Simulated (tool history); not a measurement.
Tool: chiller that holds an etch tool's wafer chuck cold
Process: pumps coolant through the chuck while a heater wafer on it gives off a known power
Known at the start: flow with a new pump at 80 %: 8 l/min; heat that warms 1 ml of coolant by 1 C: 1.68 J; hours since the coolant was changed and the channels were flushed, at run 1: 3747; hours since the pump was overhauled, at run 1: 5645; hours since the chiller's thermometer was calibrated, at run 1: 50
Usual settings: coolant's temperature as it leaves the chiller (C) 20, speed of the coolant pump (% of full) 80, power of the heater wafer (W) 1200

run,hour,coolant's temperature as it leaves the chiller (C),speed of the coolant pump (% of full),power of the heater wafer (W),hours since the coolant was changed and the channels were flushed,hours since the pump was overhauled,hours since the chiller's thermometer was calibrated,chuck's temperature once it has settled (K),how much warmer the coolant comes back (C)
1,0,20,80,1200,3747,5645,50,306.15,5.29
2,104.9,20,80,1200,3851,5750,155,305.85,5.42
3,198.5,20,80,618,3945,5844,249,299.85,2.81
4,267.2,20,80,618,4014,5912,317,299.75,2.8
5,344.7,16,80,1200,4091,5990,395,302.05,5.42
6,469.4,16,91,695,4216,6115,519,296.15,2.74
7,549.8,28,65,1682,4296,6195,600,321.75,9.41
8,637.6,29,80,1200,4384,6283,688,315.35,5.43
9,708.8,21,93,1200,4455,6354,759,305.95,4.64
10,787,21,93,1200,4534,6432,837,305.95,4.61

4 ways to go on from here, each from the tool as it stands after run 10. What would each give?
A,921.7,21,70,1200,4668,6567,972,?,?
B,921.7,11,80,1200,4668,6567,972,?,?
C,921.7,20,85,1200,4668,6567,972,?,?
D,921.7,21,93,790,4668,6567,972,?,?

run,chuck's temperature once it has settled (K),how much warmer the coolant comes back (C)
A,308.35,6.3
B,297.25,5.47
C,305.65,5.11
D,302.05,3.08
Without the tool's hidden state the same runs would have given:
run,chuck's temperature once it has settled (K),how much warmer the coolant comes back (C)
A,308.35,6.21
B,297.25,5.39
C,305.65,5.03
D,301.95,3
